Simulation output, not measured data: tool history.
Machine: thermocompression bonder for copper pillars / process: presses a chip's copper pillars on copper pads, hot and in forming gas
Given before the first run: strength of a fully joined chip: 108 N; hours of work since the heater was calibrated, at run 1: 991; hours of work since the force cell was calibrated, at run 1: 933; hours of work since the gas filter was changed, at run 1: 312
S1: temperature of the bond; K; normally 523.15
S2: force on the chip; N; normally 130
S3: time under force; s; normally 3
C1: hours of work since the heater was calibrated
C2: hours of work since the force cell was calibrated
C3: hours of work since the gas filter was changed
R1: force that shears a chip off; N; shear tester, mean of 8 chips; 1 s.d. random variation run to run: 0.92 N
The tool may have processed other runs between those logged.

run    hour      S1   S2  S3    C1    C2   C3     R1
  1     0.0  523.15  130   3   991   933  312   77.2
  2    56.7  523.15  130   3  1017   958  338   75.5
  3    89.2  523.15  130   3  1031   973  352   77.5
  4   138.4  523.15  130   3  1053   995  374   76.9
  5   190.1  523.15  130   3  1076  1018  397   77.9
  6   228.1  523.15  130   3  1093  1035  414   77.3
  7   280.1  523.15  130   3  1117  1058  438   75.7
      317.7  -- forming gas filter changed
  8   331.8  523.15   82   3  1140  1081    6   58.2
  9   373.5  523.15   82   3  1158  1100   25   56.3
 10   426.8  523.15  195   3  1182  1124   49   93.6
 11   472.2  523.15  189   3  1202  1144   69   91.1
 12   514.7  523.15  189   3  1221  1163   88   91.0
 13   564.1  523.15  189   3  1244  1185  110   91.1
 14   619.0  542.15  158   4  1268  1210  135  100.0
 15   659.8  542.15  158   4  1286  1228  153  100.6
 16   709.1  494.15  119   4  1308  1250  175   52.1
 17   757.0  531.15   87   3  1330  1272  197   66.5
 18   806.3  549.15  130   3  1352  1294  219   94.8
 19   864.2  523.15  143   3  1378  1320  245   80.1
 20   894.0  525.15  143   3  1391  1333  258   82.1
 21   928.4  525.15   91   3  1407  1348  273   63.6
 22   957.0  525.15   99   3  1419  1361  286   68.4
 23   995.8  525.15   99   3  1437  1379  304   66.3
 24  1053.3  525.15   99   3  1463  1404  329   68.3
 25  1105.3  527.15  136   5  1486  1428  353   91.4
 26  1137.4  527.15  136   5  1500  1442  367   90.9

Here are 3 independent what-if runs from the current tool condition. What would each one return?
  A  1190.4  510.15  109   5  1524  1466  391   ?
  B  1190.4  523.15  130   3  1524  1466  391   ?
  C  1190.4  517.15  130   3  1524  1466  391   ?

run    R1
  A  65.9
  B  76.2
  C  72.8
Without the tool's unlogged condition, the same runs would have read:
run    R1
  A  66.2
  B  76.5
  C  73.1
